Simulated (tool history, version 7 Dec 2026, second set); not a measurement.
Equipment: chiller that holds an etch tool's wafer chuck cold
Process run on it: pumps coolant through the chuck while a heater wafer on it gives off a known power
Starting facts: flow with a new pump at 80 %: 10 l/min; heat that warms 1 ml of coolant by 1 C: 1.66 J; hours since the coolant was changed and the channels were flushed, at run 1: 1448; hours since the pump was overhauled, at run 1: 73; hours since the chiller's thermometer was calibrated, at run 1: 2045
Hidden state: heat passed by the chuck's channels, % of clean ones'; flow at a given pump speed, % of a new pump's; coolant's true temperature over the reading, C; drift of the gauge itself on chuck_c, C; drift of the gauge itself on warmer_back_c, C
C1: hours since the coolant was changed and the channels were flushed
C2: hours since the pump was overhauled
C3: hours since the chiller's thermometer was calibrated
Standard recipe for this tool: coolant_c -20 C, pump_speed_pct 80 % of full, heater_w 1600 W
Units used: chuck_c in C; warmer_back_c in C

Run 1, hour 0: usual settings; C1 1448; C2 73; C3 2045. Result: chuck_c -6.2 C, warmer_back_c 5.82 C.
Run 2, hour 45.7: usual settings; C1 1494; C2 119; C3 2091. Result: chuck_c -6.2 C, warmer_back_c 5.81 C.
Run 3, hour 87.1: usual settings but pump_speed_pct 66 % of full; C1 1535; C2 160; C3 2132. Result: chuck_c -3.7 C, warmer_back_c 7.07 C.
Run 4, hour 131.8: usual settings; C1 1580; C2 205; C3 2177. Result: chuck_c -6.2 C, warmer_back_c 5.88 C.
Run 5, hour 173.5: usual settings; C1 1622; C2 247; C3 2218. Result: chuck_c -6.1 C, warmer_back_c 5.85 C.
Run 6, hour 203.3: usual settings but heater_w 1365 W; C1 1652; C2 276; C3 2248. Result: chuck_c -8 C, warmer_back_c 5.02 C.
Run 7, hour 226.8: usual settings but heater_w 1365 W; C1 1675; C2 300; C3 2272. Result: chuck_c -8 C, warmer_back_c 5.02 C.
Run 8, hour 264.1: usual settings but heater_w 1365 W; C1 1712; C2 337; C3 2309. Result: chuck_c -8 C, warmer_back_c 5 C.
Run 9, hour 312.9: usual settings but heater_w 1365 W; C1 1761; C2 386; C3 2358. Result: chuck_c -7.9 C, warmer_back_c 5.02 C.
Run 10, hour 342.4: usual settings; C1 1791; C2 415; C3 2387. Result: chuck_c -5.9 C, warmer_back_c 5.88 C.
Run 11, hour 380.2: usual settings; C1 1829; C2 453; C3 2425. Result: chuck_c -6 C, warmer_back_c 5.93 C.
Run 12, hour 420.4: usual settings; C1 1869; C2 494; C3 2465. Result: chuck_c -5.9 C, warmer_back_c 5.87 C.
Run 13, hour 455.2: usual settings; C1 1904; C2 528; C3 2500. Result: chuck_c -5.9 C, warmer_back_c 5.85 C.
Run 14, hour 479.4: usual settings; C1 1928; C2 552; C3 2524. Result: chuck_c -6 C, warmer_back_c 5.91 C.
Run 15, hour 503: usual settings; C1 1951; C2 576; C3 2548. Result: chuck_c -5.8 C, warmer_back_c 5.87 C.
Run 16, hour 548.9: usual settings but heater_w 1123 W; C1 1997; C2 622; C3 2594. Result: chuck_c -9.8 C, warmer_back_c 4.15 C.
Run 17, hour 589.8: usual settings but heater_w 1123 W; C1 2038; C2 663; C3 2635. Result: chuck_c -9.8 C, warmer_back_c 4.15 C.
Run 18, hour 614.1: usual settings but coolant_c -16 C, pump_speed_pct 87 % of full, heater_w 2399 W; C1 2062; C2 687; C3 2659. Result: chuck_c 3.7 C, warmer_back_c 8.12 C.
Run 19, hour 660.2: usual settings but coolant_c -16 C, pump_speed_pct 87 % of full, heater_w 2399 W; C1 2109; C2 733; C3 2705. Result: chuck_c 3.8 C, warmer_back_c 8.16 C.
Run 20, hour 696.5: usual settings but coolant_c -29 C, pump_speed_pct 62 % of full, heater_w 1159 W; C1 2145; C2 770; C3 2741. Result: chuck_c -16.2 C, warmer_back_c 5.6 C.
Run 21, hour 741.7: usual settings but coolant_c -29 C, pump_speed_pct 62 % of full, heater_w 1159 W; C1 2190; C2 815; C3 2787. Result: chuck_c -16.4 C, warmer_back_c 5.61 C.
Run 22, hour 762.2: usual settings but coolant_c -29 C, pump_speed_pct 86 % of full, heater_w 831 W; C1 2211; C2 835; C3 2807. Result: chuck_c -21.5 C, warmer_back_c 2.85 C.
Run 23, hour 802.8: usual settings but coolant_c -29 C, pump_speed_pct 86 % of full, heater_w 831 W; C1 2251; C2 876; C3 2848. Result: chuck_c -21.6 C, warmer_back_c 2.89 C.
Run 24, hour 850.2: usual settings but coolant_c -29 C, pump_speed_pct 93 % of full, heater_w 2109 W; C1 2299; C2 923; C3 2895. Result: chuck_c -12.1 C, warmer_back_c 6.69 C.
Run 25, hour 898: usual settings but coolant_c -14 C, pump_speed_pct 87 % of full, heater_w 2109 W; C1 2346; C2 971; C3 2943. Result: chuck_c 3.6 C, warmer_back_c 7.2 C.
Run 26, hour 938.4: usual settings but coolant_c -12 C, pump_speed_pct 62 % of full, heater_w 1920 W; C1 2387; C2 1011; C3 2983. Result: chuck_c 9 C, warmer_back_c 9.23 C.
Run 27, hour 982.8: usual settings but coolant_c -12 C, pump_speed_pct 98 % of full, heater_w 1920 W; C1 2431; C2 1056; C3 3028. Result: chuck_c 3 C, warmer_back_c 5.81 C.

Run 28 comes next. What will it give?
Run 28, hour 1006.1: usual settings but coolant_c -12 C, pump_speed_pct 66 % of full, heater_w 1928 W; C1 2455; C2 1079; C3 3051. Result: chuck_c ?, warmer_back_c ?.

Run 28 produced chuck_c 8.1 C, warmer_back_c 8.78 C.
If the tool had no hidden condition, the same run with the same run-to-run variation would have returned chuck_c 5.9 C, warmer_back_c 8.49 C.
